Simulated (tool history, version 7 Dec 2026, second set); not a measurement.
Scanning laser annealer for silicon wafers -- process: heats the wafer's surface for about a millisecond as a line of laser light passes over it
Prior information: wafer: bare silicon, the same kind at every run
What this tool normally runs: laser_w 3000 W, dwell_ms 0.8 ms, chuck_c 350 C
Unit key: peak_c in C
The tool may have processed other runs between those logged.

Run 1, hour 0: usual settings. Result: peak_c 1101 C.
Run 2, hour 4.8: usual settings but laser_w 2657 W. Result: peak_c 991 C.
Run 3, hour 13.3: usual settings. Result: peak_c 1100 C.
Run 4, hour 20.7: usual settings. Result: peak_c 1105 C.
Run 5, hour 26.5: usual settings. Result: peak_c 1102 C.
Run 6, hour 32.5: usual settings. Result: peak_c 1101 C.
Run 7, hour 37.8: usual settings. Result: peak_c 1101 C.
Run 8, hour 44.4: usual settings but laser_w 3096 W. Result: peak_c 1129 C.
Run 9, hour 53: usual settings but laser_w 3096 W. Result: peak_c 1128 C.
Run 10, hour 59.4: usual settings but laser_w 3096 W. Result: peak_c 1131 C.
Run 11, hour 68.2: usual settings but laser_w 3096 W. Result: peak_c 1130 C.
Run 12, hour 76.9: usual settings but laser_w 3096 W. Result: peak_c 1131 C.
Run 13, hour 85.4: usual settings but dwell_ms 0.772 ms, chuck_c 364 C. Result: peak_c 1100 C.
At hour 91.9: window over the wafer cleaned.
Run 14, hour 91.9: usual settings but dwell_ms 0.772 ms, chuck_c 364 C. Result: peak_c 1129 C.
Run 15, hour 99: usual settings but laser_w 2797 W, dwell_ms 0.767 ms, chuck_c 338 C. Result: peak_c 1034 C.
Run 16, hour 107.9: usual settings but laser_w 2797 W, dwell_ms 0.767 ms, chuck_c 338 C. Result: peak_c 1032 C.
Run 17, hour 115.3: usual settings but laser_w 2948 W, dwell_ms 0.618 ms, chuck_c 338 C. Result: peak_c 1011 C.
Run 18, hour 121.2: usual settings but laser_w 2948 W, dwell_ms 0.618 ms, chuck_c 338 C. Result: peak_c 1011 C.
Run 19, hour 129.2: usual settings but laser_w 2607 W, dwell_ms 0.663 ms, chuck_c 331 C. Result: peak_c 921 C.
Run 20, hour 137.6: usual settings but laser_w 2607 W, dwell_ms 0.663 ms, chuck_c 331 C. Result: peak_c 923 C.
Run 21, hour 145.1: usual settings but laser_w 2753 W, chuck_c 314 C. Result: peak_c 1005 C.
Run 22, hour 149.3: usual settings but laser_w 3054 W, dwell_ms 0.734 ms, chuck_c 314 C. Result: peak_c 1078 C.
Run 23, hour 157: usual settings but laser_w 3263 W, dwell_ms 0.889 ms, chuck_c 319 C. Result: peak_c 1230 C.
Run 24, hour 163.6: usual settings but laser_w 3263 W, dwell_ms 0.889 ms, chuck_c 319 C. Result: peak_c 1227 C.

Here are 3 independent what-if runs from the current tool condition. What would each one return?
Run A, hour 172.9: usual settings but dwell_ms 0.862 ms. Result: peak_c ?.
Run B, hour 172.9: usual settings but laser_w 2959 W, dwell_ms 0.592 ms, chuck_c 346 C. Result: peak_c ?.
Run C, hour 172.9: usual settings but laser_w 2701 W, dwell_ms 0.714 ms, chuck_c 311 C. Result: peak_c ?.

run  peak_c
  A    1152
  B    1004
  C     949
Stripped of hidden state, with their random variation kept, the same runs would have yielded:
run  peak_c
  A    1166
  B    1016
  C     960
